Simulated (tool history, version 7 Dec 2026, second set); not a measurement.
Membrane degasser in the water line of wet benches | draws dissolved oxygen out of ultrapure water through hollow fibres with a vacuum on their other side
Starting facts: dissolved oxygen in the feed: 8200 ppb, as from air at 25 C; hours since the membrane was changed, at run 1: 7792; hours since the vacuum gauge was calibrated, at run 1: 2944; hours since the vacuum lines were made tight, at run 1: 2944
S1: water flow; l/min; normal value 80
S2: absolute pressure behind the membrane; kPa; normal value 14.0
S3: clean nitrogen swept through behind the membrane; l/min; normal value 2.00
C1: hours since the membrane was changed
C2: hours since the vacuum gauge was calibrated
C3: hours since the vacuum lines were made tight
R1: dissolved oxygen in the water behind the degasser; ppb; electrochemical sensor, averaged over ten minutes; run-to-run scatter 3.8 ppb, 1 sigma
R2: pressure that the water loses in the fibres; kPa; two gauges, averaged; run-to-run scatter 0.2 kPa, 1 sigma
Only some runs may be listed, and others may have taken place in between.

| run | hour | S1 | S2 | S3 | C1 | C2 | C3 | R1 | R2 |
|---|---|---|---|---|---|---|---|---|---|
| 1 | 0.0 | 80 | 14.0 | 2.00 | 7792 | 2944 | 2944 | 791.7 | 45.59 |
| 2 | 252.2 | 80 | 14.0 | 2.00 | 8044 | 3196 | 3196 | 795.6 | 45.68 |
| 3 | 479.3 | 80 | 14.0 | 2.00 | 8271 | 3424 | 3424 | 796.8 | 45.74 |
| 4 | 670.4 | 55 | 14.0 | 2.00 | 8462 | 3615 | 3615 | 599.9 | 31.33 |
| 5 | 853.4 | 55 | 14.0 | 2.00 | 8645 | 3798 | 3798 | 594.7 | 31.34 |
| 6 | 1146.3 | 55 | 13.1 | 2.00 | 8938 | 4091 | 4091 | 550.0 | 31.24 |
| 7 | 1332.3 | 55 | 13.1 | 2.00 | 9124 | 4277 | 4277 | 549.8 | 31.15 |
| 8 | 1610.0 | 55 | 13.1 | 2.00 | 9402 | 4554 | 4554 | 550.9 | 31.05 |
| 9 | 1877.3 | 80 | 10.4 | 2.00 | 9669 | 4822 | 4822 | 548.4 | 45.04 |
| 10 | 2117.6 | 80 | 10.4 | 2.00 | 9909 | 5062 | 5062 | 544.3 | 45.39 |
| 11 | 2275.6 | 80 | 10.4 | 2.00 | 10067 | 5220 | 5220 | 549.4 | 45.20 |
| 12 | 2567.9 | 80 | 10.4 | 2.00 | 10359 | 5512 | 5512 | 547.0 | 45.25 |
| 13 | 2694.2 | 80 | 10.4 | 0.90 | 10486 | 5638 | 5638 | 958.5 | 45.15 |
| 14 | 2869.7 | 80 | 10.4 | 0.90 | 10661 | 5814 | 5814 | 954.6 | 44.43 |
| 15 | 3081.5 | 80 | 14.0 | 2.00 | 10873 | 6026 | 6026 | 796.6 | 45.06 |
| 16 | 3288.4 | 80 | 14.0 | 2.00 | 11080 | 6233 | 6233 | 800.2 | 45.01 |
| 17 | 3525.7 | 80 | 14.0 | 2.00 | 11317 | 6470 | 6470 | 794.8 | 44.80 |
|  | 3771.5 | seals of the vacuum lines changed |
| 18 | 3771.5 | 111 | 18.7 | 2.00 | 11561 | 6714 | 0 | 1409.1 | 61.93 |
| 19 | 4011.4 | 111 | 18.7 | 2.00 | 11801 | 6954 | 240 | 1399.1 | 62.25 |
| 20 | 4224.6 | 111 | 18.7 | 4.69 | 12014 | 7167 | 453 | 747.4 | 61.53 |
|  | 4435.7 | gauge calibrated |
| 21 | 4486.2 | 72 | 11.5 | 4.91 | 12276 | 7428 | 715 | 272.5 | 41.17 |
| 22 | 4745.9 | 58 | 23.4 | 1.84 | 12535 | 7688 | 974 | 1164.1 | 32.86 |
| 23 | 4938.0 | 80 | 27.7 | 1.57 | 12728 | 7880 | 1167 | 1928.0 | 45.79 |
| 24 | 5064.6 | 101 | 8.9 | 1.57 | 12854 | 8007 | 1293 | 624.0 | 57.73 |
| 25 | 5192.7 | 97 | 8.9 | 1.57 | 12982 | 8135 | 1421 | 607.6 | 55.53 |
| 26 | 5466.2 | 59 | 8.9 | 2.06 | 13256 | 8408 | 1695 | 336.3 | 33.53 |
| 27 | 5636.5 | 80 | 14.6 | 1.13 | 13426 | 8579 | 1865 | 1252.5 | 44.98 |
| 28 | 5806.9 | 80 | 14.6 | 1.13 | 13596 | 8749 | 2035 | 1247.6 | 45.69 |
|  | 5847.4 | vacuum gauge calibrated |
| 29 | 6038.5 | 80 | 14.6 | 1.13 | 13827 | 191 | 2266 | 1242.1 | 45.26 |
| 30 | 6242.2 | 90 | 10.8 | 1.13 | 14031 | 395 | 2470 | 935.3 | 50.90 |
| 31 | 6397.7 | 53 | 8.8 | 2.00 | 14187 | 550 | 2626 | 308.2 | 29.64 |
| 32 | 6548.6 | 53 | 14.3 | 2.00 | 14338 | 701 | 2777 | 593.4 | 29.69 |

4 ways to go on from here, each from the tool as it stands after run 32. What would each give?
| A | 6768.3 | 77 | 22.6 | 0.99 | 14557 | 921 | 2996 | ? | ? |
| B | 6768.3 | 105 | 14.3 | 2.00 | 14557 | 921 | 2996 | ? | ? |
| C | 6768.3 | 80 | 14.0 | 1.38 | 14557 | 921 | 2996 | ? | ? |
| D | 6768.3 | 80 | 32.3 | 1.86 | 14557 | 921 | 2996 | ? | ? |

| run | R1 | R2 |
|---|---|---|
| A | 2072.5 | 43.22 |
| B | 1002.0 | 59.42 |
| C | 1044.1 | 44.98 |
| D | 1989.5 | 45.13 |
Without the tool's unlogged condition, the same runs would have read:
| run | R1 | R2 |
|---|---|---|
| A | 2072.4 | 43.85 |
| B | 1001.9 | 60.27 |
| C | 1044.0 | 45.63 |
| D | 1989.5 | 45.78 |
